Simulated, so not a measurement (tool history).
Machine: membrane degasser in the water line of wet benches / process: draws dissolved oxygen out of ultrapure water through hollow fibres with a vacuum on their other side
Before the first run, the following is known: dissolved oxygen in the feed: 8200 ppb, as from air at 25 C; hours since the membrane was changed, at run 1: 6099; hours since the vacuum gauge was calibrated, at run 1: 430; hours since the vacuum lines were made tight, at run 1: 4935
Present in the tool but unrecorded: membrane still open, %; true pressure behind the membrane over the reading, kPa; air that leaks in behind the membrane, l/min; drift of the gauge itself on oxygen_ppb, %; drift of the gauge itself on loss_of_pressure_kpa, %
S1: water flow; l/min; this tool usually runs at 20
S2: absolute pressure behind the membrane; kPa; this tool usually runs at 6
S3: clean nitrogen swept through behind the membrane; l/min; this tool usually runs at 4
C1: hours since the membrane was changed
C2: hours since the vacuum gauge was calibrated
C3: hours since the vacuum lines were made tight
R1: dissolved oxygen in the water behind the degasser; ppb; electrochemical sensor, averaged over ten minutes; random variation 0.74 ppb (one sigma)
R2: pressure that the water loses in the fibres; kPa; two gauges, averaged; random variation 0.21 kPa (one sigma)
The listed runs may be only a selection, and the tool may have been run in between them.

run 1 day=0 | S1=20 S2=6 S3=4 | C1=6099 C2=430 C3=4935 | R1=67.1 R2=49.23
run 2 day=5.371 | S1=20 S2=6 S3=4 | C1=6228 C2=559 C3=5064 | R1=68.5 R2=48.98
run 3 day=9.142 | S1=20 S2=6 S3=4 | C1=6318 C2=649 C3=5155 | R1=67.3 R2=49.58
run 4 day=11.704 | S1=20 S2=6 S3=4 | C1=6380 C2=711 C3=5216 | R1=67.1 R2=48.88
run 5 day=15.938 | S1=20 S2=6 S3=4 | C1=6481 C2=812 C3=5318 | R1=67.6 R2=49.02
run 6 day=21.075 | S1=20 S2=6 S3=4 | C1=6605 C2=936 C3=5441 | R1=67.3 R2=49.37
run 7 day=25.433 | S1=20 S2=6 S3=4 | C1=6709 C2=1040 C3=5546 | R1=67.4 R2=49.16
run 8 day=29.929 | S1=20 S2=6 S3=4 | C1=6817 C2=1148 C3=5654 | R1=68.9 R2=48.96
run 9 day=35.067 | S1=20 S2=6 S3=4 | C1=6941 C2=1271 C3=5777 | R1=66.5 R2=49.61
run 10 day=37.833 | S1=20 S2=11.11 S3=4 | C1=7007 C2=1338 C3=5843 | R1=130.5 R2=49.16
run 11 day=41.404 | S1=20 S2=11.11 S3=4 | C1=7093 C2=1423 C3=5929 | R1=130.2 R2=49.5
run 12 day=45.688 | S1=20 S2=6 S3=4 | C1=7195 C2=1526 C3=6032 | R1=67.6 R2=49.32
run 13 day=49.192 | S1=20 S2=4.7 S3=4 | C1=7280 C2=1610 C3=6116 | R1=52.1 R2=49.62
run 14 day=55.042 | S1=20 S2=4.7 S3=4 | C1=7420 C2=1751 C3=6256 | R1=52.3 R2=49.91
run 15 day=57.771 | S1=20 S2=4.7 S3=1.72 | C1=7485 C2=1816 C3=6322 | R1=72.7 R2=49.55
run 16 day=60.854 | S1=20 S2=4.7 S3=1.72 | C1=7559 C2=1890 C3=6396 | R1=73.4 R2=49.33
run 17 day=63.446 | S1=20 S2=6 S3=4 | C1=7622 C2=1952 C3=6458 | R1=68.2 R2=49.21

What does the tool deliver on the next run?
run 18 day=66.329 | S1=19 S2=6 S3=4 | C1=7691 C2=2022 C3=6527 | R1=? R2=?

Logged for run 18: R1 61.6 ppb, R2 46.78 kPa.
With no hidden state in the tool, this same run would have given R1 61.6 ppb, R2 46.29 kPa.
